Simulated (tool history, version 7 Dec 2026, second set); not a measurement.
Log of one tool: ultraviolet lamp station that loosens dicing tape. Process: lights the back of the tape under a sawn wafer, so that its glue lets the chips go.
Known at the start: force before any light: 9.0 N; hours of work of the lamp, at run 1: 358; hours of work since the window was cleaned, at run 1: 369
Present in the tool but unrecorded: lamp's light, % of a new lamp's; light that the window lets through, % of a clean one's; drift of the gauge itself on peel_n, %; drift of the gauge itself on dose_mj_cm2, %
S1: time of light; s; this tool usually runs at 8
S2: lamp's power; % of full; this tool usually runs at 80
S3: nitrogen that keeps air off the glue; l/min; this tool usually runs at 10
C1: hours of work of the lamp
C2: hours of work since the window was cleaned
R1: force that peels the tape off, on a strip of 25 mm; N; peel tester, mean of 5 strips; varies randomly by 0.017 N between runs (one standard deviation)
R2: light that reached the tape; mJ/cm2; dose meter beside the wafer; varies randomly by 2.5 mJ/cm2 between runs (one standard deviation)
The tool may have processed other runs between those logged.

{"run": 1, "hour": 0.0, "S1": 8, "S2": 80, "S3": 10, "C1": 358, "C2": 369, "R1": 1.209, "R2": 253}
{"run": 2, "hour": 8.3, "S1": 10, "S2": 80, "S3": 10, "C1": 363, "C2": 374, "R1": 0.732, "R2": 316}
{"run": 3, "hour": 19.8, "S1": 10, "S2": 80, "S3": 10, "C1": 371, "C2": 382, "R1": 0.801, "R2": 313}
{"run": 4, "hour": 25.9, "S1": 8, "S2": 89, "S3": 10, "C1": 375, "C2": 386, "R1": 1.006, "R2": 279}
{"run": 5, "hour": 39.4, "S1": 8, "S2": 89, "S3": 10, "C1": 384, "C2": 395, "R1": 0.991, "R2": 277}
{"run": 6, "hour": 51.9, "S1": 8, "S2": 89, "S3": 10, "C1": 392, "C2": 403, "R1": 0.984, "R2": 278}
{"run": 7, "hour": 63.7, "S1": 8, "S2": 80, "S3": 5, "C1": 400, "C2": 411, "R1": 1.764, "R2": 249}
{"run": 8, "hour": 72.5, "S1": 8, "S2": 80, "S3": 5, "C1": 405, "C2": 416, "R1": 1.714, "R2": 246}
{"run": 9, "hour": 86.4, "S1": 8, "S2": 80, "S3": 5, "C1": 414, "C2": 425, "R1": 1.72, "R2": 247}
{"run": 10, "hour": 93.0, "S1": 8, "S2": 84, "S3": 5, "C1": 419, "C2": 430, "R1": 1.617, "R2": 267}
{"run": 11, "hour": 103.4, "S1": 8, "S2": 84, "S3": 5, "C1": 426, "C2": 437, "R1": 1.611, "R2": 260}
{"run": 12, "hour": 117.2, "S1": 8, "S2": 84, "S3": 5, "C1": 435, "C2": 446, "R1": 1.683, "R2": 256}
{"run": 13, "hour": 126.0, "S1": 8, "S2": 84, "S3": 5, "C1": 440, "C2": 451, "R1": 1.659, "R2": 257}
{"run": 14, "hour": 139.8, "S1": 8, "S2": 80, "S3": 10, "C1": 449, "C2": 460, "R1": 1.333, "R2": 242}
{"run": 15, "hour": 147.7, "S1": 8, "S2": 80, "S3": 10, "C1": 455, "C2": 466, "R1": 1.343, "R2": 247}
{"run": 16, "hour": 158.6, "S1": 8, "S2": 80, "S3": 10, "C1": 462, "C2": 473, "R1": 1.289, "R2": 239}
{"run": 17, "hour": 165.5, "S1": 8, "S2": 80, "S3": 8, "C1": 466, "C2": 477, "R1": 1.512, "R2": 239}
{"run": 18, "hour": 174.5, "S1": 8, "S2": 80, "S3": 10, "C1": 472, "C2": 483, "R1": 1.322, "R2": 238}
{"run": 19, "hour": 180.8, "S1": 8, "S2": 80, "S3": 10, "C1": 476, "C2": 487, "R1": 1.261, "R2": 237}
{"run": 20, "hour": 192.8, "S1": 8, "S2": 80, "S3": 10, "C1": 484, "C2": 495, "R1": 1.375, "R2": 238}
{"run": 21, "hour": 201.0, "S1": 8, "S2": 80, "S3": 5, "C1": 490, "C2": 501, "R1": 1.909, "R2": 233}
{"run": 22, "hour": 214.2, "S1": 5, "S2": 80, "S3": 10, "C1": 498, "C2": 509, "R1": 2.702, "R2": 146}
{"run": 23, "hour": 228.1, "S1": 8, "S2": 88, "S3": 10, "C1": 507, "C2": 518, "R1": 1.164, "R2": 256}
{"run": 24, "hour": 238.2, "S1": 8, "S2": 88, "S3": 11, "C1": 514, "C2": 525, "R1": 1.093, "R2": 257}
{"run": 25, "hour": 248.3, "S1": 4, "S2": 60, "S3": 20, "C1": 521, "C2": 532, "R1": 4.023, "R2": 87}
{"run": 26, "hour": 257.7, "S1": 4, "S2": 60, "S3": 20, "C1": 527, "C2": 538, "R1": 4.014, "R2": 89}
{"run": 27, "hour": 268.7, "S1": 4, "S2": 60, "S3": 18, "C1": 534, "C2": 545, "R1": 4.254, "R2": 87}
{"run": 28, "hour": 274.7, "S1": 4, "S2": 60, "S3": 18, "C1": 538, "C2": 549, "R1": 4.183, "R2": 84}
{"run": 29, "hour": 288.2, "S1": 8, "S2": 85, "S3": 15, "C1": 547, "C2": 558, "R1": 1.094, "R2": 246}

Predict the results of run 30:
{"run": 30, "hour": 300.4, "S1": 8, "S2": 65, "S3": 6, "C1": 555, "C2": 566, "R1": "?", "R2": "?"}

{"run 30": {"R1": 2.44, "R2": 184}}
Minus the tool's unlogged condition, the same run would have read R1 1.569 N, R2 249 mJ/cm2.
